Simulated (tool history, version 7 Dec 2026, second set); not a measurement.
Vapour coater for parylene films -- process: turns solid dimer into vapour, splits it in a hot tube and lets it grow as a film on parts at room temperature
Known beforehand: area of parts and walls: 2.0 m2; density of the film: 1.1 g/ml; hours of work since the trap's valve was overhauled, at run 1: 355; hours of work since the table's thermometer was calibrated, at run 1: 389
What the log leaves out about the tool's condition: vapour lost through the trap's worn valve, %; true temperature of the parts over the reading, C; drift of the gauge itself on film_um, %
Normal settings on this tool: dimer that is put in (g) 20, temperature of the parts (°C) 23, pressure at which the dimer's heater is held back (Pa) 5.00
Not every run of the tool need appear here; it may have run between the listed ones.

run	hour	dimer that is put in (g)	temperature of the parts (°C)	pressure at which the dimer's heater is held back (Pa)	hours of work since the trap's valve was overhauled	hours of work since the table's thermometer was calibrated	thickness of the film (µm)
1	0.0	20	23	5.00	355	389	5.85
2	42.9	20	23	5.00	377	411	5.82
3	72.9	20	23	5.00	393	427	5.79
4	120.8	20	23	5.00	419	453	5.82
5	162.1	27	23	5.00	441	474	7.80
6	185.2	20	23	5.00	453	487	5.75
7	215.2	20	23	5.00	469	503	5.69
8	250.9	20	23	5.00	488	522	5.70
9	276.9	26	23	3.21	502	535	7.82
10	320.5	20	18	2.48	525	558	6.82
11	355.1	21	19	5.00	543	577	6.51
12	396.5	21	19	5.00	565	599	6.32
13	416.9	21	19	5.00	576	610	6.28
14	441.8	18	28	5.54	589	623	4.54
15	471.6	18	28	5.54	605	639	4.47

Alternative continuations, all from the tool just after run 15; predict every row:
A	503.2	26	30	9.55	622	655	?
B	503.2	32	23	5.00	622	655	?
C	503.2	18	20	3.97	622	655	?
D	503.2	14	20	10.95	622	655	?

run	thickness of the film (µm)
A	5.77
B	8.92
C	5.44
D	3.66
Without the tool's unlogged condition, the same runs would have read:
run	thickness of the film (µm)
A	6.78
B	10.48
C	6.39
D	4.30
